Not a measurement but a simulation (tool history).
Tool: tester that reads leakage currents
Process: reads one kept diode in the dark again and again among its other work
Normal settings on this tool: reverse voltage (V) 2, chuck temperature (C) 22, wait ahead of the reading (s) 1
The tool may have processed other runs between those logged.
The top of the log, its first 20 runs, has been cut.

run     day  reverse voltage (V)  chuck temperature (C)  wait ahead of the reading (s)  current that the tester gives (pA)
 21    26.7                 2.57                     45                           0.45                              130.06
      27.35  -- chuck's temperature calibrated, once more
 22  28.758                 2.57                     45                            1.4                              115.29
 23  30.238                 2.57                     45                            1.4                              115.52
 24    31.7                 2.57                     22                           2.72                               19.52
 25  33.338                 2.57                     22                           2.72                               19.41
 26  34.704                 2.57                     22                           2.72                                19.5
 27  36.054                 6.26                     28                           1.51                               49.65
 28  38.046                 2.77                     53                           1.67                              216.96
 29  39.092                 2.77                     53                           1.67                              216.36
 30  39.925                    2                     22                           7.25                               17.22
 31  41.075                 3.87                     60                           0.37                              422.37
 32  42.042                    2                     41                              1                               76.55
 33  43.229                    2                     41                              1                               76.25
 34  44.308                 1.04                     45                           8.93                               77.14
 35  45.429                13.43                     21                           0.81                               51.97
     45.804  -- probe card cleaned and baked
 36  47.108                 5.76                     39                           7.42                                99.7
 37  48.596                 2.97                     29                           0.68                                32.8

Forecast each of these 3 alternatives for the next run:
  A  50.012                 2.97                     29                           4.27                                   ?
  B  50.012                 2.97                     58                           0.68                                   ?
  C  50.012                 2.97                     34                           8.83                                   ?

run  current that the tester gives (pA)
  A                               32.38
  B                              320.82
  C                               49.56
What these runs would have given with no unlogged condition in the tool:
run  current that the tester gives (pA)
  A                                32.1
  B                               318.9
  C                               49.17
